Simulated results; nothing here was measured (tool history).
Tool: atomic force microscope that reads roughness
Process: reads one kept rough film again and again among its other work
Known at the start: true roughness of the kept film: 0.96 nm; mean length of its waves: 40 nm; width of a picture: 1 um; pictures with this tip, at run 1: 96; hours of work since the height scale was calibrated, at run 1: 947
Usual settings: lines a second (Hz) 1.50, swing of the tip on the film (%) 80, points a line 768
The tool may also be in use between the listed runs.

run   hour  lines a second (Hz)  swing of the tip on the film (%)  points a line  pictures with this tip  hours of work since the height scale was calibrated  roughness of the kept film (nm (root mean square))
  1    0.0                 1.50                                80            768                      96                                                  947                                               0.813
  2   52.8                 1.50                                80            768                     234                                                  987                                               0.807
  3   92.4                 1.50                                80            419                     337                                                 1018                                               0.799
     114.3  -- new tip fitted
  4  120.5                 1.50                                85            419                      16                                                 1039                                               0.786
  5  150.6                 1.50                                85            419                      95                                                 1062                                               0.780
  6  194.5                 1.50                                85            419                     209                                                 1096                                               0.776
  7  239.7                 1.50                                85            419                     327                                                 1131                                               0.772
     265.9  -- new tip fitted
  8  293.7                 1.50                                85            419                      73                                                 1172                                               0.782
  9  324.8                 1.50                                81            419                     154                                                 1196                                               0.803
 10  353.6                 1.50                                80            768                     229                                                 1218                                               0.808
 11  402.1                 1.50                                80            768                     355                                                 1255                                               0.800
     405.2  -- height scale calibrated on a step standard
     419.1  -- new tip fitted
 12  436.4                 1.50                                80            768                      45                                                   24                                               0.823
 13  464.8                 2.50                                58            768                     119                                                   46                                               0.886
     495.0  -- height scale calibrated on a step standard, once more
 14  509.3                 2.85                                59            265                     233                                                   11                                               0.844
 15  552.2                 0.51                                57            272                     344                                                   44                                               0.905
     573.3  -- new tip fitted
 16  606.4                 1.90                                66            353                      86                                                   85                                               0.853
 17  648.9                 1.59                                89            735                     197                                                  118                                               0.731
 18  686.6                 1.59                                89            735                     295                                                  147                                               0.727
 19  718.5                 1.59                                89            735                     379                                                  172                                               0.723
     723.4  -- new tip fitted
 20  742.3                 1.59                                89            735                      49                                                  190                                               0.740
 21  786.0                 3.62                                74            735                     163                                                  223                                               0.721
 22  808.8                 1.02                                69            635                     223                                                  241                                               0.878
 23  859.6                 1.02                                69            635                     355                                                  280                                               0.871

5 ways to go on from here, each from the tool as it stands after run 23. What would each give?
     874.3  -- new tip fitted
  A  893.3                 0.74                                56            495                      50                                                  306                                                   ?
     874.3  -- new tip fitted
  B  893.3                 2.09                                69            359                      50                                                  306                                                   ?
     874.3  -- new tip fitted
  C  893.3                 0.62                                80            257                      50                                                  306                                                   ?
     874.3  -- new tip fitted
  D  893.3                 3.10                                77            387                      50                                                  306                                                   ?
     874.3  -- new tip fitted
  E  893.3                 0.62                                72            259                      50                                                  306                                                   ?

run  roughness of the kept film (nm (root mean square))
  A                                               0.927
  B                                               0.834
  C                                               0.877
  D                                               0.724
  E                                               0.896
Without the tool's hidden state the same runs would have given:
run  roughness of the kept film (nm (root mean square))
  A                                               0.928
  B                                               0.835
  C                                               0.878
  D                                               0.725
  E                                               0.897
